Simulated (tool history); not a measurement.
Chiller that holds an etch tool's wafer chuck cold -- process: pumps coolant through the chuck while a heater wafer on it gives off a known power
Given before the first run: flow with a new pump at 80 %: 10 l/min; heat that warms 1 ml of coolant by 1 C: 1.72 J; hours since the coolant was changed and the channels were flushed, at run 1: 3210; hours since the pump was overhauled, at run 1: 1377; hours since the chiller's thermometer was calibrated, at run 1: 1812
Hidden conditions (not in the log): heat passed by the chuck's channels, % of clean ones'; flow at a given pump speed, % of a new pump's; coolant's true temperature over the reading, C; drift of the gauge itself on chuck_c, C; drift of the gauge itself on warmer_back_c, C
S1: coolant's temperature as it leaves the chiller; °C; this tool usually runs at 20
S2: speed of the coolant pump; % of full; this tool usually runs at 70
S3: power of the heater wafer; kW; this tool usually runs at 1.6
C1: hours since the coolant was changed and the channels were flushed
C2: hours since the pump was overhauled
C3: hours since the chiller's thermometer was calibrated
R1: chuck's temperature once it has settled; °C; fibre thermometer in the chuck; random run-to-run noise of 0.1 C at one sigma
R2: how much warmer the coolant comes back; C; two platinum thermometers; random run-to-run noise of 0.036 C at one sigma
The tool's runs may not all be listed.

run 1 hour=0 | S1=20 S2=70 S3=1.6 | C1=3210 C2=1377 C3=1812 | R1=36.6 R2=6.51
run 2 hour=59.3 | S1=12 S2=70 S3=1.6 | C1=3270 C2=1437 C3=1871 | R1=28.5 R2=6.45
run 3 hour=155.3 | S1=12 S2=70 S3=1.6 | C1=3366 C2=1533 C3=1967 | R1=28.4 R2=6.46
run 4 hour=227.2 | S1=12 S2=70 S3=1.6 | C1=3437 C2=1604 C3=2039 | R1=28.5 R2=6.41
run 5 hour=337.3 | S1=20 S2=70 S3=1.6 | C1=3548 C2=1715 C3=2149 | R1=36.3 R2=6.46
run 6 hour=401.6 | S1=20 S2=70 S3=1.795 | C1=3612 C2=1779 C3=2213 | R1=38.6 R2=7.18
run 7 hour=463.8 | S1=20 S2=74 S3=1.6 | C1=3674 C2=1841 C3=2275 | R1=35.8 R2=5.98
run 8 hour=543.2 | S1=20 S2=70 S3=1.6 | C1=3753 C2=1920 C3=2355 | R1=36.6 R2=6.36
run 9 hour=626.3 | S1=20 S2=70 S3=1.6 | C1=3837 C2=2004 C3=2438 | R1=36.6 R2=6.32
run 10 hour=688 | S1=20 S2=70 S3=1.6 | C1=3898 C2=2065 C3=2500 | R1=36.5 R2=6.27
run 11 hour=798 | S1=20 S2=70 S3=1.6 | C1=4008 C2=2175 C3=2610 | R1=36.5 R2=6.21
run 12 hour=866.8 | S1=20 S2=70 S3=2.067 | C1=4077 C2=2244 C3=2678 | R1=41.5 R2=8.11
run 13 hour=973.1 | S1=20 S2=70 S3=1.6 | C1=4183 C2=2350 C3=2785 | R1=36.7 R2=6.27
run 14 hour=1077.5 | S1=20 S2=70 S3=1.6 | C1=4288 C2=2455 C3=2889 | R1=36.5 R2=6.17
run 15 hour=1148.2 | S1=20 S2=70 S3=1.6 | C1=4358 C2=2525 C3=2960 | R1=36.7 R2=6.17
run 16 hour=1255.7 | S1=20 S2=70 S3=1.6 | C1=4466 C2=2633 C3=3067 | R1=36.5 R2=6.16
run 17 hour=1302.8 | S1=20 S2=70 S3=1.6 | C1=4513 C2=2680 C3=3114 | R1=36.6 R2=6.16
run 18 hour=1382.1 | S1=20 S2=70 S3=1.6 | C1=4592 C2=2759 C3=3194 | R1=36.5 R2=6.06
run 19 hour=1478.7 | S1=29 S2=70 S3=1.471 | C1=4689 C2=2856 C3=3290 | R1=44.1 R2=5.63
run 20 hour=1528 | S1=20 S2=70 S3=1.429 | C1=4738 C2=2905 C3=3340 | R1=34.7 R2=5.31
run 21 hour=1580.6 | S1=25 S2=88 S3=1.429 | C1=4791 C2=2958 C3=3392 | R1=37.6 R2=4.04
run 22 hour=1663.5 | S1=25 S2=88 S3=1.429 | C1=4874 C2=3041 C3=3475 | R1=37.6 R2=4.02
run 23 hour=1774.6 | S1=25 S2=88 S3=1.429 | C1=4985 C2=3152 C3=3586 | R1=37.5 R2=3.99
run 24 hour=1821 | S1=12 S2=85 S3=1.429 | C1=5031 C2=3198 C3=3633 | R1=25.1 R2=4.14
-- hour=1831.1 gauge calibrated
run 25 hour=1919.4 | S1=20 S2=70 S3=2.103 | C1=5130 C2=3297 C3=3731 | R1=41.7 R2=8.46
-- hour=1945.8 chiller's thermometer calibrated
run 26 hour=1987.6 | S1=12 S2=92 S3=1.876 | C1=5197 C2=3364 C3=42 | R1=28.2 R2=5.57
run 27 hour=2054.5 | S1=10 S2=75 S3=1.551 | C1=5264 C2=3431 C3=109 | R1=25.2 R2=5.74
run 28 hour=2126.2 | S1=23 S2=66 S3=0.889 | C1=5335 C2=3502 C3=180 | R1=32.7 R2=3.78
run 29 hour=2173.8 | S1=20 S2=65 S3=1.6 | C1=5383 C2=3550 C3=228 | R1=37.4 R2=6.99
run 30 hour=2240.3 | S1=12 S2=83 S3=1.6 | C1=5450 C2=3617 C3=294 | R1=26.9 R2=5.28
run 31 hour=2327.5 | S1=25 S2=84 S3=1.97 | C1=5537 C2=3704 C3=382 | R1=42.9 R2=6.42

3 options for the next run, each taken on its own from the tool as it stands now. Forecast them:
run A hour=2395.3 | S1=28 S2=70 S3=1.835 | C1=5605 C2=3772 C3=450 | R1=? R2=?
run B hour=2395.3 | S1=20 S2=70 S3=1.85 | C1=5605 C2=3772 C3=450 | R1=? R2=?
run C hour=2395.3 | S1=24 S2=84 S3=1.97 | C1=5605 C2=3772 C3=450 | R1=? R2=?

run=A R1=46.9 R2=7.29
run=B R1=38.9 R2=7.22
run=C R1=41.8 R2=6.36
With no hidden state in the tool, these same runs would have given:
run=A R1=46.9 R2=7.44
run=B R1=38.9 R2=7.37
run=C R1=41.7 R2=6.51

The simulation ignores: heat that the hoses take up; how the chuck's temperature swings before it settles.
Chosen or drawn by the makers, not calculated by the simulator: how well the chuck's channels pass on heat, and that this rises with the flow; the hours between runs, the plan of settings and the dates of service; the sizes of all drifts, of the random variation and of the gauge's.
